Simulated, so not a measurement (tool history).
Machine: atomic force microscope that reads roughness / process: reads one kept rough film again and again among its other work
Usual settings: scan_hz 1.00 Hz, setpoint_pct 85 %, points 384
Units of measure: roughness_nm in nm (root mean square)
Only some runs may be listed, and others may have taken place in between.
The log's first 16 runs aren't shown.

run   hour  scan_hz  setpoint_pct  points  roughness_nm
     348.6  -- new tip fitted
 17  351.9     1.00            85     384         2.284
 18  371.5     1.88            75     338         1.699
     376.0  -- height scale calibrated on a step standard, once more
 19  393.0     2.35            71     671         1.397
     411.8  -- new tip fitted
 20  414.2     3.62            66     862         2.224
 21  436.4     3.62            66     862         1.702
 22  462.5     3.62            66     862         1.317
     473.5  -- new tip fitted
 23  484.0     1.65            71     524         2.061
 24  507.8     2.26            75     657         1.545
     535.4  -- new tip fitted
 25  535.4     1.29            55     384         2.462
 26  550.4     2.46            64     384         1.954
 27  574.3     2.46            64     384         1.451
     599.3  -- new tip fitted
 28  601.1     2.46            64     384         2.327
 29  625.0     0.53            78     576         1.745
 30  643.7     0.53            78     576         1.443
     660.9  -- new tip fitted
 31  673.5     1.00            56     446         2.111
 32  694.5     1.42            56     721         1.615
 33  708.4     1.00            85     326         1.330
 34  721.6     1.00            63     390         1.276

Consider 5 possible next runs. They are alternatives, not a sequence: every one starts from the tool as it was left by run 34. What does each give?
     723.6  -- new tip fitted
  A  746.9     0.85            81     390             ?
     723.6  -- new tip fitted
  B  746.9     3.44            59     706             ?
     723.6  -- new tip fitted
  C  746.9     1.00            87     390             ?
     723.6  -- new tip fitted
  D  746.9     0.71            85     280             ?
     723.6  -- new tip fitted
  E  746.9     0.62            63     390             ?

run  roughness_nm
  A         1.797
  B         1.800
  C         1.744
  D         1.776
  E         1.853
Without the tool's unlogged condition, the same runs would have read:
run  roughness_nm
  A         2.411
  B         2.414
  C         2.341
  D         2.386
  E         2.488
